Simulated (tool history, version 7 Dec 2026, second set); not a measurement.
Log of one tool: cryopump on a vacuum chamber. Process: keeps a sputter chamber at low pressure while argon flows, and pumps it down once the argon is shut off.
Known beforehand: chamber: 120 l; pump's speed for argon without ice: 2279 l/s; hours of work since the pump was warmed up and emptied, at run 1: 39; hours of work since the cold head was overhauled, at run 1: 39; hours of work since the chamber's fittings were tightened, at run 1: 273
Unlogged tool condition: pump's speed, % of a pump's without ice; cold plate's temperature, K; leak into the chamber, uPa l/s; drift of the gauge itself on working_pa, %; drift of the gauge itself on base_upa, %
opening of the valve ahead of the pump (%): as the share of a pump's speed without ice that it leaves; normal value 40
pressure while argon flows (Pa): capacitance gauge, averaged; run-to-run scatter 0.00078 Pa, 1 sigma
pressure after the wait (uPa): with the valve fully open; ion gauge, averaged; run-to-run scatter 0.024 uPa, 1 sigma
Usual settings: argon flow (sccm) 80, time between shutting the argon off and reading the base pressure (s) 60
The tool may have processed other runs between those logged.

run	hour	argon flow (sccm)	time between shutting the argon off and reading the base pressure (s)	opening of the valve ahead of the pump (%)	hours of work since the pump was warmed up and emptied	hours of work since the cold head was overhauled	hours of work since the chamber's fittings were tightened	pressure while argon flows (Pa)	pressure after the wait (uPa)
1	0	80	60	40	39	39	273	0.1492	1.06
2	7.7	80	60	40	44	44	279	0.15	1.04
3	17.4	120	60	40	52	52	286	0.2225	1.06
4	32.9	80	60	26	63	63	298	0.2297	1.09
5	44.5	80	60	26	72	72	306	0.2295	1.09
6	58.5	80	60	26	83	83	317	0.2297	1.07
7	65.2	80	60	16	88	88	322	0.371	1.17
8	76.6	80	60	16	96	96	331	0.3725	1.07
9	83.7	80	60	16	102	102	336	0.3717	1.07
10	93.2	80	60	40	109	109	343	0.15	1.1
11	107.4	80	60	40	119	119	354	0.1507	1.1
12	121.6	80	60	17	130	130	364	0.3505	1.17
13	136.7	80	60	17	141	141	376	0.3515	1.16
14	150.2	80	60	17	152	152	386	0.3505	1.13
15	156.5	80	60	17	156	156	391	0.352	1.13
16	168	80	72	40	165	165	399	0.1495	1.01
17	177.8	80	72	40	172	172	407	0.1502	1.03
18	187.6	80	72	40	180	180	414	0.1506	1.03
19	196.7	80	72	51	187	187	421	0.1188	1.04
20	209	80	60	26	196	196	430	0.2306	1.16
21	224.4	43	251	39	207	207	442	0.083	0.64
22	236.1	55	54	31	216	216	450	0.1339	1.32
23	243.7	55	54	31	222	222	456	0.1348	1.21
24	252.6	55	54	31	229	229	463	0.1324	1.24
25	262.5	55	54	31	236	236	470	0.1335	1.26
26	275	55	54	31	245	245	480	0.1334	1.31
27	286.8	47	60	49	254	254	489	0.0736	1.19
28	295.3	81	47	49	261	261	495	0.1263	1.43
29	305.2	85	101	56	268	268	502	0.1165	0.93
30	316.4	50	101	56	277	277	511	0.0685	0.9
31	323.4	45	205	22	282	282	516	0.1525	0.72
32	337.3	36	78	18	292	292	527	0.1498	1.06
33	347.3	36	78	18	300	300	534	0.1498	1.08
34	358.7	110	27	54	308	308	543	0.1554	2.14
35	373.5	44	239	21	319	319	554	0.158	0.72
36	383.7	52	142	17	327	327	561	0.2318	0.8

Alternative continuations, all from the tool just after run 36; predict every row:
A	393.6	160	51	40	335	335	569	?	?
B	393.6	54	164	17	335	335	569	?	?
C	393.6	83	185	25	335	335	569	?	?

run	pressure while argon flows (Pa)	pressure after the wait (uPa)
A	0.3066	1.44
B	0.2408	0.77
C	0.2513	0.73
Take away the tool's hidden state, keep each run's random variation, and the runs would have read:
run	pressure while argon flows (Pa)	pressure after the wait (uPa)
A	0.2971	1.04
B	0.2375	0.38
C	0.2464	0.35

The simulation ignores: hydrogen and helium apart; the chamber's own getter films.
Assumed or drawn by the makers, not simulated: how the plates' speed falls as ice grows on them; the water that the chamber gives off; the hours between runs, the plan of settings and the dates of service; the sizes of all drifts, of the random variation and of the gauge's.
